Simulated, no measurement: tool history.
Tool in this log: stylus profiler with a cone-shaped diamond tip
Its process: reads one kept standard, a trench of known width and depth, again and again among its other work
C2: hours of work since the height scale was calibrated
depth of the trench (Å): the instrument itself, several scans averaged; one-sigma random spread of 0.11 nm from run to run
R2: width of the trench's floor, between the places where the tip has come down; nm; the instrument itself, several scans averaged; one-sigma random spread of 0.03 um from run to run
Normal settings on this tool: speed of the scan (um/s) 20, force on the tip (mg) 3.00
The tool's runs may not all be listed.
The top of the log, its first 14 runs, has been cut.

Run 15, hour 832.0: usual settings; scans with this tip 10854; C2 1366. Result: depth of the trench (Å) 2030.5, R2 96220 nm.
Run 16, hour 873.0: usual settings; scans with this tip 11037; C2 1389. Result: depth of the trench (Å) 2030.5, R2 96260 nm.
Run 17, hour 951.9: usual settings; scans with this tip 11388; C2 1433. Result: depth of the trench (Å) 2027.9, R2 96260 nm.
Run 18, hour 1017.0: usual settings but speed of the scan (um/s) 53; scans with this tip 11679; C2 1470. Result: depth of the trench (Å) 2029.6, R2 96100 nm.
Run 19, hour 1069.1: usual settings but speed of the scan (um/s) 53; scans with this tip 11912; C2 1499. Result: depth of the trench (Å) 2027.6, R2 96090 nm.
Run 20, hour 1103.2: usual settings but speed of the scan (um/s) 6; scans with this tip 12063; C2 1518. Result: depth of the trench (Å) 2029.7, R2 96250 nm.
Run 21, hour 1162.2: usual settings but speed of the scan (um/s) 28, force on the tip (mg) 2.25; scans with this tip 12327; C2 1551. Result: depth of the trench (Å) 2022.8, R2 96120 nm.
Run 22, hour 1218.2: usual settings but speed of the scan (um/s) 28, force on the tip (mg) 2.25; scans with this tip 12576; C2 1583. Result: depth of the trench (Å) 2023.0, R2 96110 nm.
Run 23, hour 1253.2: usual settings but speed of the scan (um/s) 28, force on the tip (mg) 2.25; scans with this tip 12733; C2 1602. Result: depth of the trench (Å) 2023.6, R2 96080 nm.
Run 24, hour 1331.8: usual settings but speed of the scan (um/s) 17, force on the tip (mg) 4.25; scans with this tip 13083; C2 1646. Result: depth of the trench (Å) 2037.7, R2 96170 nm.
Run 25, hour 1407.6: usual settings but speed of the scan (um/s) 17, force on the tip (mg) 4.25; scans with this tip 13421; C2 1689. Result: depth of the trench (Å) 2038.5, R2 96110 nm.
Run 26, hour 1485.4: usual settings but speed of the scan (um/s) 32, force on the tip (mg) 1.06; scans with this tip 13769; C2 1733. Result: depth of the trench (Å) 2012.0, R2 95970 nm.
Run 27, hour 1563.2: usual settings but speed of the scan (um/s) 15, force on the tip (mg) 1.48; scans with this tip 14116; C2 1776. Result: depth of the trench (Å) 2015.0, R2 96050 nm.
Run 28, hour 1639.0: usual settings but speed of the scan (um/s) 15, force on the tip (mg) 1.48; scans with this tip 14453; C2 1819. Result: depth of the trench (Å) 2015.5, R2 96000 nm.
Run 29, hour 1677.6: usual settings but speed of the scan (um/s) 15, force on the tip (mg) 1.48; scans with this tip 14626; C2 1840. Result: depth of the trench (Å) 2012.1, R2 95970 nm.
Run 30, hour 1723.7: usual settings but speed of the scan (um/s) 15, force on the tip (mg) 1.48; scans with this tip 14831; C2 1866. Result: depth of the trench (Å) 2014.8, R2 95960 nm.
Run 31, hour 1793.4: usual settings but speed of the scan (um/s) 34, force on the tip (mg) 2.37; scans with this tip 15142; C2 1905. Result: depth of the trench (Å) 2022.7, R2 95920 nm.
Run 32, hour 1832.8: usual settings but force on the tip (mg) 6.04; scans with this tip 15318; C2 1928. Result: depth of the trench (Å) 2048.9, R2 95970 nm.
Run 33, hour 1873.3: usual settings but speed of the scan (um/s) 80, force on the tip (mg) 2.83; scans with this tip 15499; C2 1950. Result: depth of the trench (Å) 2025.3, R2 95740 nm.
Run 34, hour 1949.8: usual settings but speed of the scan (um/s) 12, force on the tip (mg) 8.95; scans with this tip 15840; C2 1993. Result: depth of the trench (Å) 2064.1, R2 95940 nm.
At hour 1992.4: new tip fitted, height scale calibrated.
Run 35, hour 2009.0: usual settings but speed of the scan (um/s) 72, force on the tip (mg) 8.35; scans with this tip 74; C2 9. Result: depth of the trench (Å) 2072.0, R2 97090 nm.
Run 36, hour 2059.4: usual settings but speed of the scan (um/s) 29, force on the tip (mg) 4.62; scans with this tip 299; C2 38. Result: depth of the trench (Å) 2047.4, R2 97080 nm.
Run 37, hour 2121.6: usual settings but speed of the scan (um/s) 16, force on the tip (mg) 4.08; scans with this tip 576; C2 73. Result: depth of the trench (Å) 2043.8, R2 97080 nm.
Run 38, hour 2199.2: usual settings but speed of the scan (um/s) 9, force on the tip (mg) 2.72; scans with this tip 922; C2 116. Result: depth of the trench (Å) 2033.1, R2 97120 nm.

Here are 3 independent what-if runs from the current tool condition. What would each one return?
Run A, hour 2234.0: usual settings but speed of the scan (um/s) 9, force on the tip (mg) 5.53; scans with this tip 1078; C2 136. Result: depth of the trench (Å) ?, R2 ?.
Run B, hour 2234.0: usual settings but speed of the scan (um/s) 17, force on the tip (mg) 2.43; scans with this tip 1078; C2 136. Result: depth of the trench (Å) ?, R2 ?.
Run C, hour 2234.0: usual settings but speed of the scan (um/s) 9, force on the tip (mg) 8.12; scans with this tip 1078; C2 136. Result: depth of the trench (Å) ?, R2 ?.

run  depth of the trench (Å)     R2
  A                   2052.5  97040
  B                   2031.9  97000
  C                   2067.9  97030
Without the tool's unlogged condition, the same runs would have read:
run  depth of the trench (Å)     R2
  A                   2052.5  97180
  B                   2031.9  97140
  C                   2067.9  97170
